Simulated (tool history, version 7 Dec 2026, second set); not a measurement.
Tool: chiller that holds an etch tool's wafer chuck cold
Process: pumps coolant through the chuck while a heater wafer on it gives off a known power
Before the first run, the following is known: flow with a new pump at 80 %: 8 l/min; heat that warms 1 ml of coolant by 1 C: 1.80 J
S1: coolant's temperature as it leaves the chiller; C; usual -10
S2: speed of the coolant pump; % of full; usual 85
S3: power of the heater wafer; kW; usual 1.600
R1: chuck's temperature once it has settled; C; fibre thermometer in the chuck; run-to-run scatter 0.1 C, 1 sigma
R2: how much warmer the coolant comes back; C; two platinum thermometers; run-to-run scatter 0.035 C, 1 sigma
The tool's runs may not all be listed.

run,hour,S1,S2,S3,R1,R2
1,0.0,-10,85,1.600,2.4,6.48
2,29.4,-10,85,1.600,2.3,6.46
3,77.8,-3,85,1.600,9.3,6.43
4,136.5,-3,85,1.600,9.6,6.41
5,173.7,-3,85,1.600,9.7,6.45
6,211.6,-10,85,1.600,2.5,6.51
7,266.0,-10,85,1.600,2.3,6.48
8,315.3,-10,85,1.134,-1.1,4.59
9,354.7,-10,85,1.134,-1.2,4.61
10,411.4,-10,85,1.134,-1.1,4.61
11,438.1,-10,64,1.600,6.1,8.69
12,494.3,-1,85,1.600,11.6,6.48
13,533.2,-10,68,1.600,5.4,8.05
14,578.9,-10,68,1.600,5.4,8.17
15,610.6,-10,68,1.600,5.4,8.11
# hour 645.0: coolant changed, channels flushed
16,672.1,-10,68,1.600,3.7,8.09
17,697.7,-2,68,0.848,5.0,4.36
18,725.1,-2,85,0.914,4.3,3.72
19,752.8,-2,85,0.914,4.2,3.71
20,803.5,-12,85,0.896,-5.8,3.72
21,844.2,-18,85,1.600,-7.0,6.51
22,893.8,-3,85,1.600,8.2,6.54

What does the tool deliver on the next run?
23,938.3,-3,85,1.600,?,?

{"run 23": {"R1": 8.2, "R2": 6.6}}
With no hidden state in the tool, this same run would have given R1 8.0 C, R2 6.29 C.

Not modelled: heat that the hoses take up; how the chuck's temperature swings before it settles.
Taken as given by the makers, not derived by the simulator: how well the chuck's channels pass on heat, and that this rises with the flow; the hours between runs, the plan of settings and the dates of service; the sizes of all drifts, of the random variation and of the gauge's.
